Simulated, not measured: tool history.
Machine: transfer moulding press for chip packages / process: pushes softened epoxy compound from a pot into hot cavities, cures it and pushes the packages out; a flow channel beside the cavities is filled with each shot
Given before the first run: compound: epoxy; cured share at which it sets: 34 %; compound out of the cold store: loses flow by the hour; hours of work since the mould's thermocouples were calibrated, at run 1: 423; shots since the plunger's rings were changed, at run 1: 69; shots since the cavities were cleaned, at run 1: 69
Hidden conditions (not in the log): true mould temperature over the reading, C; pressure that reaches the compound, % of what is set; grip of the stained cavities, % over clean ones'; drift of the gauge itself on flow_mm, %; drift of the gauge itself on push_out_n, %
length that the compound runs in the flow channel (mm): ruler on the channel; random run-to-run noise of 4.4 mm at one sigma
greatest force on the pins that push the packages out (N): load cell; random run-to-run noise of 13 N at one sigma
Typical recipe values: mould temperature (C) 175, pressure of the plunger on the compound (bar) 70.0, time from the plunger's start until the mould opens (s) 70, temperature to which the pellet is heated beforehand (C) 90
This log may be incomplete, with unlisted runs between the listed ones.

run   hour  mould temperature (C)  pressure of the plunger on the compound (bar)  time from the plunger's start until the mould opens (s)  temperature to which the pellet is heated beforehand (C)  hours of work since the mould's thermocouples were calibrated  shots since the plunger's rings were changed  shots since the cavities were cleaned  incoming compound's hours out of the cold store  length that the compound runs in the flow channel (mm)  greatest force on the pins that push the packages out (N)
  1    0.0                    175                                           70.0                                                       70                                                        90                                                            423                                            69                                     69                                             10.2                                                     874                                                        722
  2   15.6                    175                                           70.0                                                       70                                                        90                                                            430                                           223                                    223                                             14.2                                                     857                                                        869
  3   34.5                    175                                           70.0                                                       60                                                        90                                                            438                                           409                                    409                                             37.1                                                     778                                                       1300
      48.1  -- cavities cleaned with cleaning compound and waxed
  4   56.1                    175                                           70.0                                                       70                                                        90                                                            447                                           608                                     79                                             43.2                                                     750                                                        678
  5   71.0                    175                                           70.0                                                       70                                                        90                                                            454                                           755                                    226                                             21.7                                                     819                                                        829
  6   99.6                    175                                           70.0                                                      105                                                        90                                                            466                                          1038                                    509                                             40.5                                                     754                                                        634
     104.1  -- cavities cleaned with cleaning compound and waxed
  7  115.2                    175                                           70.0                                                      105                                                        90                                                            472                                          1177                                    109                                             30.2                                                     786                                                        482
  8  147.0                    175                                           70.0                                                       70                                                        93                                                            486                                          1491                                    423                                             33.2                                                     769                                                        914
     159.5  -- cavities cleaned with cleaning compound and waxed
  9  181.1                    173                                           70.0                                                       70                                                        90                                                            500                                          1813                                    213                                             47.5                                                     721                                                        873
 10  210.4                    173                                           70.0                                                       70                                                        90                                                            513                                          2103                                    503                                             28.8                                                     779                                                       1139
     214.9  -- cavities cleaned with cleaning compound and waxed
 11  233.9                    173                                           70.0                                                       70                                                        90                                                            523                                          2319                                    187                                             40.9                                                     739                                                        908
 12  251.8                    175                                           70.0                                                       70                                                        90                                                            531                                          2497                                    365                                             11.7                                                     825                                                        965
     272.0  -- plunger's sealing rings changed
     273.5  -- cavities cleaned with cleaning compound and waxed
 13  280.3                    175                                           70.0                                                       70                                                        90                                                            542                                            67                                     67                                             14.8                                                     856                                                        719
 14  300.4                    175                                           70.0                                                       70                                                        90                                                            550                                           266                                    266                                             26.3                                                     804                                                        825
     330.5  -- cavities cleaned with cleaning compound and waxed
 15  334.1                    175                                           73.0                                                       70                                                        90                                                            564                                           584                                     36                                             29.8                                                     810                                                        686
 16  358.8                    171                                           73.0                                                       70                                                        90                                                            575                                           828                                    280                                             21.3                                                     845                                                       1208
 17  382.9                    171                                           73.0                                                       70                                                        90                                                            586                                          1066                                    518                                             35.9                                                     789                                                       1315
     387.4  -- cavities cleaned with cleaning compound and waxed
 18  414.9                    181                                           57.8                                                       86                                                        89                                                            599                                          1367                                    272                                             45.7                                                     663                                                        546
 19  438.4                    173                                           70.0                                                       92                                                        98                                                            609                                          1599                                    504                                             29.6                                                     776                                                        682
     443.4  -- cavities cleaned with cleaning compound and waxed
 20  460.5                    183                                           70.0                                                       92                                                        98                                                            618                                          1802                                    169                                             30.8                                                     750                                                        484
 21  475.4                    180                                           61.0                                                       92                                                        91                                                            625                                          1949                                    316                                             25.9                                                     721                                                        548
 22  494.8                    172                                           60.9                                                       70                                                        90                                                            633                                          2141                                    508                                             31.6                                                     721                                                       1222
     499.3  -- cavities cleaned with cleaning compound and waxed
 23  519.2                    171                                           70.0                                                      107                                                        95                                                            644                                          2367                                    196                                             21.5                                                     811                                                        527
     554.1  -- plunger's sealing rings changed
 24  554.1                    171                                           70.0                                                      107                                                        92                                                            658                                             0                                    517                                             38.3                                                     787                                                        675
     557.3  -- cavities cleaned with cleaning compound and waxed
 25  588.6                    172                                           70.0                                                       85                                                        90                                                            672                                           326                                    310                                             21.1                                                     834                                                        732
 26  606.7                    175                                           73.1                                                      106                                                        82                                                            680                                           504                                    488                                             38.5                                                     784                                                        611
     613.1  -- cavities cleaned with cleaning compound and waxed
 27  632.5                    175                                           60.0                                                       65                                                        98                                                            691                                           743                                    191                                             18.6                                                     773                                                        964

Pick out some run-to-run changes in length that the compound runs in the flow channel (mm). Of each, how much would a tool without hidden state show as well, from the settings, what came in and chance, and how much is left for the hidden state and any gauge scatter not in both results compared?
Run 12 -> 13: plunger's sealing rings changed, cavities cleaned with cleaning compound and waxed. length that the compound runs in the flow channel (mm) +31: hidden state +40, all else -9.
Run 17 -> 18: mould temperature (C) 171 -> 181, pressure of the plunger on the compound (bar) 73.0 -> 57.8, time from the plunger's start until the mould opens (s) 70 -> 86, temperature to which the pellet is heated beforehand (C) 90 -> 89, cavities cleaned with cleaning compound and waxed. length that the compound runs in the flow channel (mm) -126: hidden state +0, all else -126.
Run 18 -> 19: mould temperature (C) 181 -> 173, pressure of the plunger on the compound (bar) 57.8 -> 70.0, time from the plunger's start until the mould opens (s) 86 -> 92, temperature to which the pellet is heated beforehand (C) 89 -> 98. length that the compound runs in the flow channel (mm) +113: hidden state -7, all else +120.
Run 23 -> 24: temperature to which the pellet is heated beforehand (C) 95 -> 92, plunger's sealing rings changed. length that the compound runs in the flow channel (mm) -24: hidden state +38, all else -62.
